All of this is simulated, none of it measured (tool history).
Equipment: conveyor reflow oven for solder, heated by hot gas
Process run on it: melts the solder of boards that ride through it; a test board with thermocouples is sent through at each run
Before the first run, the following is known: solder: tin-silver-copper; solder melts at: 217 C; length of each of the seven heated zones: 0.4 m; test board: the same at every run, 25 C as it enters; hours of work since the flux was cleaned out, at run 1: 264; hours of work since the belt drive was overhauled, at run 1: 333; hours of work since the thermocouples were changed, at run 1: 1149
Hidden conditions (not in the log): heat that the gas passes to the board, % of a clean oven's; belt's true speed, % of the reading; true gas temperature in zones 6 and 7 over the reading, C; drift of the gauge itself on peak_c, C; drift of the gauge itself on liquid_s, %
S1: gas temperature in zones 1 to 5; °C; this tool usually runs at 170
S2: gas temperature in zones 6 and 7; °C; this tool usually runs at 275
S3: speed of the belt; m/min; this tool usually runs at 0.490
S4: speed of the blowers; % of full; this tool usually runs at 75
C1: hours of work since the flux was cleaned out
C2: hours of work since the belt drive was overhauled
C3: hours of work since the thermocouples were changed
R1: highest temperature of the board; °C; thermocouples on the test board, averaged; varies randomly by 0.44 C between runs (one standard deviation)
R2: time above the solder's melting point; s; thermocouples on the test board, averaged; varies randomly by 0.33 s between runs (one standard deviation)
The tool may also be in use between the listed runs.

| run | hour | S1 | S2 | S3 | S4 | C1 | C2 | C3 | R1 | R2 |
|---|---|---|---|---|---|---|---|---|---|---|
| 1 | 0.0 | 170 | 275 | 0.490 | 75 | 264 | 333 | 1149 | 255.4 | 76.0 |
| 2 | 52.4 | 170 | 275 | 0.490 | 75 | 294 | 362 | 1179 | 255.5 | 75.7 |
| 3 | 98.0 | 170 | 275 | 0.490 | 75 | 319 | 388 | 1204 | 255.5 | 75.8 |
| 4 | 178.8 | 170 | 275 | 0.438 | 75 | 364 | 433 | 1249 | 257.9 | 88.6 |
| 5 | 232.0 | 170 | 275 | 0.438 | 75 | 394 | 462 | 1279 | 258.5 | 88.9 |
|  | 260.1 | thermocouples of zones 6 and 7 changed |
| 6 | 279.5 | 170 | 275 | 0.438 | 75 | 419 | 488 | 11 | 262.9 | 92.5 |
|  | 311.2 | flux residue cleaned out of gas plates and filters |
| 7 | 328.6 | 170 | 275 | 0.490 | 89 | 10 | 512 | 35 | 263.8 | 83.7 |
| 8 | 400.2 | 170 | 275 | 0.393 | 75 | 50 | 552 | 75 | 266.2 | 106.8 |
| 9 | 466.2 | 175 | 275 | 0.393 | 75 | 86 | 589 | 112 | 266.2 | 109.4 |
| 10 | 513.0 | 175 | 275 | 0.393 | 75 | 113 | 615 | 138 | 266.6 | 110.0 |
| 11 | 580.0 | 175 | 275 | 0.491 | 75 | 150 | 652 | 176 | 261.0 | 82.6 |
| 12 | 636.1 | 170 | 275 | 0.490 | 66 | 181 | 684 | 207 | 257.1 | 77.9 |
| 13 | 680.5 | 170 | 275 | 0.490 | 66 | 206 | 708 | 232 | 256.9 | 76.9 |
| 14 | 751.7 | 170 | 275 | 0.490 | 75 | 246 | 748 | 271 | 259.9 | 79.8 |
| 15 | 810.6 | 170 | 275 | 0.490 | 64 | 278 | 781 | 304 | 256.1 | 76.4 |
|  | 821.7 | belt drive overhauled, speed set with a stopwatch |
| 16 | 884.2 | 182 | 269 | 0.490 | 78 | 317 | 35 | 343 | 256.3 | 83.7 |
| 17 | 926.1 | 182 | 270 | 0.490 | 78 | 341 | 58 | 366 | 257.1 | 84.7 |
| 18 | 1008.1 | 183 | 275 | 0.490 | 75 | 386 | 104 | 412 | 260.4 | 87.8 |
| 19 | 1085.0 | 183 | 268 | 0.490 | 75 | 429 | 147 | 455 | 254.3 | 82.6 |
|  | 1097.3 | flux residue cleaned out of gas plates and filters |
|  | 1141.8 | belt drive overhauled, speed set with a stopwatch, once more |
| 20 | 1166.8 | 183 | 268 | 0.490 | 71 | 37 | 14 | 496 | 253.2 | 79.2 |
| 21 | 1218.3 | 183 | 268 | 0.490 | 71 | 65 | 43 | 524 | 254.0 | 79.4 |
| 22 | 1298.1 | 183 | 268 | 0.490 | 71 | 110 | 87 | 569 | 252.7 | 79.2 |
| 23 | 1360.8 | 183 | 268 | 0.490 | 71 | 145 | 122 | 604 | 252.7 | 78.8 |
| 24 | 1411.6 | 183 | 268 | 0.490 | 71 | 173 | 150 | 632 | 253.5 | 78.6 |
| 25 | 1473.1 | 166 | 275 | 0.490 | 75 | 207 | 185 | 666 | 256.6 | 74.9 |
| 26 | 1535.9 | 166 | 275 | 0.587 | 75 | 242 | 220 | 701 | 250.4 | 55.8 |
| 27 | 1586.7 | 170 | 275 | 0.490 | 58 | 271 | 248 | 730 | 252.6 | 71.5 |
| 28 | 1644.9 | 170 | 275 | 0.502 | 52 | 303 | 281 | 762 | 248.3 | 65.5 |
| 29 | 1715.3 | 171 | 282 | 0.444 | 62 | 342 | 320 | 802 | 262.9 | 90.8 |
| 30 | 1764.3 | 161 | 282 | 0.444 | 80 | 370 | 347 | 829 | 266.7 | 89.3 |

What differs in the tool's unlogged condition from the final listed run ahead of each entry between runs to the first listed run following it?
In the gap between runs 5 and 6: thermocouples of zones 6 and 7 changed (hour 260.1)
  heat that the gas passes to the board, % of a clean oven's: 94.7 -> 94.3; belt's true speed, % of the reading: 98.77 -> 98.7; true gas temperature in zones 6 and 7 over the reading, C: -5.16 -> 0.24
  what was measured, less what the result would be without the hidden state, R1: -5.5 -> -0.6 °C; R2: -3.3 -> +0.6 s
In the gap between runs 6 and 7: flux residue cleaned out of gas plates and filters (hour 311.2)
  heat that the gas passes to the board, % of a clean oven's: 94.3 -> 99.7; belt's true speed, % of the reading: 98.7 -> 98.62; true gas temperature in zones 6 and 7 over the reading, C: 0.24 -> 0.15
  what was measured, less what the result would be without the hidden state, R1: -0.6 -> +0.4 °C; R2: +0.6 -> +1.5 s
In the gap between runs 15 and 16: belt drive overhauled, speed set with a stopwatch (hour 821.7)
  heat that the gas passes to the board, % of a clean oven's: 95.8 -> 95.3; belt's true speed, % of the reading: 97.92 -> 97.13; true gas temperature in zones 6 and 7 over the reading, C: -0.88 -> -1.03
  what was measured, less what the result would be without the hidden state, R1: -0.9 -> -1.0 °C; R2: +0.8 -> +1.6 s
In the gap between runs 19 and 20: flux residue cleaned out of gas plates and filters (hour 1097.3); belt drive overhauled, speed set with a stopwatch, once more (hour 1141.8)
  heat that the gas passes to the board, % of a clean oven's: 93.7 -> 99.3; belt's true speed, % of the reading: 96.84 -> 99.95; true gas temperature in zones 6 and 7 over the reading, C: -1.45 -> -1.61
  what was measured, less what the result would be without the hidden state, R1: -1.7 -> -1.5 °C; R2: +1.3 -> -1.2 s
